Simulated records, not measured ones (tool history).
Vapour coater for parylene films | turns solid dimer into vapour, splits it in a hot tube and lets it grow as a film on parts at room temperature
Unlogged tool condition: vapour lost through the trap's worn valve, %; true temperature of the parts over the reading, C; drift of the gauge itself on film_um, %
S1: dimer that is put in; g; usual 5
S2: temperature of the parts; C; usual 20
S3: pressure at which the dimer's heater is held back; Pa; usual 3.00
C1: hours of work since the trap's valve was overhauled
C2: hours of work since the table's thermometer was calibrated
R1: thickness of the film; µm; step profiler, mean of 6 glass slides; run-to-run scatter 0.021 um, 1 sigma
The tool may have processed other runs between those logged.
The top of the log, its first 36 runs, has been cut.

run	day	S1	S2	S3	C1	C2	R1
37	59.242	4	20	11.48	471	932	0.86
38	60.908	4	20	3.47	491	952	0.95
39	62.962	4	20	3.47	516	976	0.97
40	63.896	7	20	3.47	527	987	1.75
41	65.567	5	28	7.13	547	1007	0.89
# day 67.438: trap's valve overhauled
42	67.504	3	23	3.00	1	1028	0.72
43	68.633	3	23	7.02	14	1042	0.67
44	70.088	3	23	4.37	32	1059	0.66
45	71.383	3	23	4.37	47	1075	0.66
46	72.662	3	23	4.37	63	1090	0.64

Below are 3 alternative next runs, each starting from the tool's condition after run 46. Predict each:
A	73.883	7	13	11.32	77	1105	?
B	73.883	3	30	3.49	77	1105	?
C	73.883	2	23	4.37	77	1105	?

run	R1
A	1.93
B	0.57
C	0.43
Take away the tool's hidden state, keep each run's random variation, and the runs would have read:
run	R1
A	1.93
B	0.57
C	0.43
